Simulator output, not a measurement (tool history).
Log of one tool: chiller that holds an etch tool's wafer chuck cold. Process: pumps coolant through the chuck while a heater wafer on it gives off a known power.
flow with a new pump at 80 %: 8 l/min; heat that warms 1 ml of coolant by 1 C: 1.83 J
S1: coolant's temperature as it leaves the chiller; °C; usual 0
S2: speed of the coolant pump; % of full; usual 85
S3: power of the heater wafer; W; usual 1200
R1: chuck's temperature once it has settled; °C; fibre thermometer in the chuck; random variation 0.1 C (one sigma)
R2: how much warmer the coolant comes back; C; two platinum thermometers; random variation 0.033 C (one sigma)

Run 1, day 0.000: usual settings. Result: R1 11.0 °C, R2 4.57 C.
Run 2, day 2.300: usual settings. Result: R1 10.9 °C, R2 4.59 C.
Run 3, day 5.712: usual settings but S3 839 W. Result: R1 7.7 °C, R2 3.21 C.
Run 4, day 8.867: usual settings but S1 5 °C. Result: R1 16.0 °C, R2 4.64 C.
Run 5, day 12.617: usual settings but S2 77 % of full. Result: R1 12.2 °C, R2 5.08 C.
Run 6, day 14.375: usual settings. Result: R1 11.3 °C, R2 4.59 C.
Run 7, day 16.208: usual settings. Result: R1 11.1 °C, R2 4.59 C.
Run 8, day 18.200: usual settings. Result: R1 11.3 °C, R2 4.63 C.
Run 9, day 22.050: usual settings. Result: R1 11.3 °C, R2 4.62 C.
Run 10, day 25.683: usual settings but S3 1398 W. Result: R1 13.0 °C, R2 5.40 C.
Run 11, day 28.875: usual settings. Result: R1 11.4 °C, R2 4.63 C.
Run 12, day 30.650: usual settings. Result: R1 11.6 °C, R2 4.70 C.
Run 13, day 33.508: usual settings but S2 61 % of full. Result: R1 15.3 °C, R2 6.62 C.
Run 14, day 35.946: usual settings but S3 754 W. Result: R1 7.6 °C, R2 2.90 C.
Run 15, day 37.658: usual settings but S3 754 W. Result: R1 7.4 °C, R2 2.89 C.
Run 16, day 41.396: usual settings but S3 754 W. Result: R1 7.6 °C, R2 2.93 C.
Run 17, day 43.746: usual settings but S2 91 % of full, S3 723 W. Result: R1 7.0 °C, R2 2.64 C.
Run 18, day 47.400: usual settings but S2 91 % of full, S3 723 W. Result: R1 6.8 °C, R2 2.62 C.
Run 19, day 50.438: usual settings but S2 91 % of full, S3 723 W. Result: R1 7.0 °C, R2 2.63 C.
Run 20, day 52.692: usual settings but S1 -8 °C, S2 69 % of full. Result: R1 6.1 °C, R2 5.86 C.
Run 21, day 56.462: usual settings but S3 851 W. Result: R1 8.8 °C, R2 3.32 C.
At day 59.654: chiller's thermometer calibrated.
Run 22, day 60.492: usual settings but S3 851 W. Result: R1 8.0 °C, R2 3.30 C.
Run 23, day 63.608: usual settings but S3 1454 W. Result: R1 13.6 °C, R2 5.72 C.
Run 24, day 67.392: usual settings but S1 5 °C. Result: R1 16.4 °C, R2 4.71 C.
Run 25, day 69.729: usual settings but S3 1783 W. Result: R1 16.7 °C, R2 6.98 C.
Run 26, day 71.779: usual settings but S3 1783 W. Result: R1 16.9 °C, R2 7.01 C.
Run 27, day 73.929: usual settings but S3 1154 W. Result: R1 11.2 °C, R2 4.54 C.
Run 28, day 75.604: usual settings but S2 81 % of full, S3 671 W. Result: R1 6.9 °C, R2 2.85 C.
Run 29, day 78.142: usual settings but S2 81 % of full, S3 671 W. Result: R1 6.7 °C, R2 2.77 C.
Run 30, day 80.408: usual settings but S2 81 % of full, S3 671 W. Result: R1 6.7 °C, R2 2.78 C.
Run 31, day 82.425: usual settings but S1 -7 °C, S2 69 % of full, S3 1335 W. Result: R1 8.5 °C, R2 6.58 C.
Run 32, day 86.038: usual settings but S1 -8 °C, S2 88 % of full, S3 1131 W. Result: R1 2.6 °C, R2 4.29 C.

The same runs without the tool's hidden state, with the same run-to-run variation:
The hidden state here: heat passed by the chuck's channels, % of clean ones'; flow at a given pump speed, % of a new pump's; coolant's true temperature over the reading, C; drift of the gauge itself on chuck_c, C; drift of the gauge itself on warmer_back_c, C.
run    R1    R2
  1   9.9  4.59
  2   9.8  4.60
  3   6.7  3.21
  4  14.7  4.64
  5  10.8  5.07
  6   9.9  4.58
  7   9.7  4.58
  8   9.9  4.62
  9   9.8  4.60
 10  11.3  5.36
 11   9.8  4.60
 12   9.9  4.66
 13  13.3  6.55
 14   6.2  2.87
 15   6.0  2.86
 16   6.2  2.90
 17   5.6  2.61
 18   5.4  2.58
 19   5.5  2.59
 20   3.8  5.76
 21   7.0  3.26
 22   7.1  3.24
 23  11.9  5.60
 24  14.9  4.61
 25  14.5  6.82
 26  14.6  6.85
 27   9.6  4.43
 28   5.9  2.78
 29   5.7  2.70
 30   5.7  2.70
 31   6.2  6.40
 32   0.9  4.16
